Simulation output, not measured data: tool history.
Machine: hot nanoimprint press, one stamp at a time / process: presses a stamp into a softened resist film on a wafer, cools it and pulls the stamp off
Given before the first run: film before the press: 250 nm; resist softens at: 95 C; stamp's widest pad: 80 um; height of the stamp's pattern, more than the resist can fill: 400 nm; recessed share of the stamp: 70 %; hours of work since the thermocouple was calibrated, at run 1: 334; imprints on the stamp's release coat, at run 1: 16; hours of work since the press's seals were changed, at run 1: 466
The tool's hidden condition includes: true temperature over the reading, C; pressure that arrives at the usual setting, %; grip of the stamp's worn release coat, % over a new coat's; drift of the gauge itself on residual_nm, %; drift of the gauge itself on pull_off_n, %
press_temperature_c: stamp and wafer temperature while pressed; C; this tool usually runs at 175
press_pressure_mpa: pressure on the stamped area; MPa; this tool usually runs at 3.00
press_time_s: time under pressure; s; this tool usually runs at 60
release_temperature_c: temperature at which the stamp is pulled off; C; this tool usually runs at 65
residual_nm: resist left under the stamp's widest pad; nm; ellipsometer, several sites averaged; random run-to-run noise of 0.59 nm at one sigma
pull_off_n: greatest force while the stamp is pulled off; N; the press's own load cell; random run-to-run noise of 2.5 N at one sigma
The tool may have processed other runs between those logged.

run,hour,press_temperature_c,press_pressure_mpa,press_time_s,release_temperature_c,hours of work since the thermocouple was calibrated,imprints on the stamp's release coat,hours of work since the press's seals were changed,residual_nm,pull_off_n
1,0.0,175,3.00,60,65,334,16,466,130.7,114
2,10.1,175,3.00,60,65,342,45,474,130.7,119
3,23.9,175,3.00,60,65,353,85,485,132.3,121
4,32.7,175,3.00,60,65,360,110,492,131.4,116
5,38.8,175,3.00,60,65,365,128,497,132.1,122
6,45.6,175,3.00,60,60,371,147,503,131.5,126
7,54.9,175,3.00,60,61,378,174,510,131.2,128
8,66.2,175,3.00,60,61,387,207,519,131.4,130
9,74.3,175,3.00,60,61,394,230,525,132.0,138
10,80.4,175,3.00,60,65,399,248,530,131.6,126
11,91.5,175,3.00,60,65,407,280,539,131.5,126
12,103.3,175,3.00,60,65,417,314,549,132.8,127
13,109.4,175,3.00,60,65,422,331,554,132.7,128
14,123.4,175,3.00,60,65,433,372,565,132.6,127
15,132.0,175,3.00,60,65,440,396,572,131.2,134
16,138.7,180,3.18,60,65,445,416,577,110.2,128
17,149.3,166,3.00,60,53,454,447,585,171.0,155
18,160.0,185,2.14,60,62,462,477,594,113.5,132
19,168.2,175,4.05,55,65,469,501,601,121.1,135
20,182.5,175,4.05,55,65,480,542,612,121.2,139
21,195.5,170,4.05,61,65,490,580,622,138.3,137
22,208.1,170,4.05,61,65,500,616,632,136.1,138
23,219.1,173,3.00,37,65,509,648,641,163.4,135
# hour 224.6: plate thermocouple calibrated
24,231.6,176,4.35,45,65,6,675,649,119.6,136
25,240.5,182,3.00,53,53,13,701,656,110.3,163
26,248.9,182,2.99,89,53,19,725,663,89.5,163
27,261.0,165,2.73,38,72,29,760,672,194.2,129
28,272.5,182,4.56,45,69,38,793,681,98.2,138
29,283.4,175,3.00,33,71,47,825,690,157.2,133

Consider 5 possible next runs. They are alternatives, not a sequence: every one starts from the tool as it was left by run 29. What does each give?
A,291.7,175,3.00,60,67,54,849,697,?,?
B,291.7,175,2.27,104,71,54,849,697,?,?
C,291.7,175,3.00,60,65,54,849,697,?,?
D,291.7,165,3.00,60,65,54,849,697,?,?
E,291.7,168,3.32,39,71,54,849,697,?,?

run,residual_nm,pull_off_n
A,129.0,139
B,118.9,130
C,130.0,142
D,170.9,144
E,173.5,132
Had the tool no hidden state, the same runs would have come out as:
run,residual_nm,pull_off_n
A,127.4,110
B,117.7,103
C,128.3,113
D,169.4,114
E,171.7,105
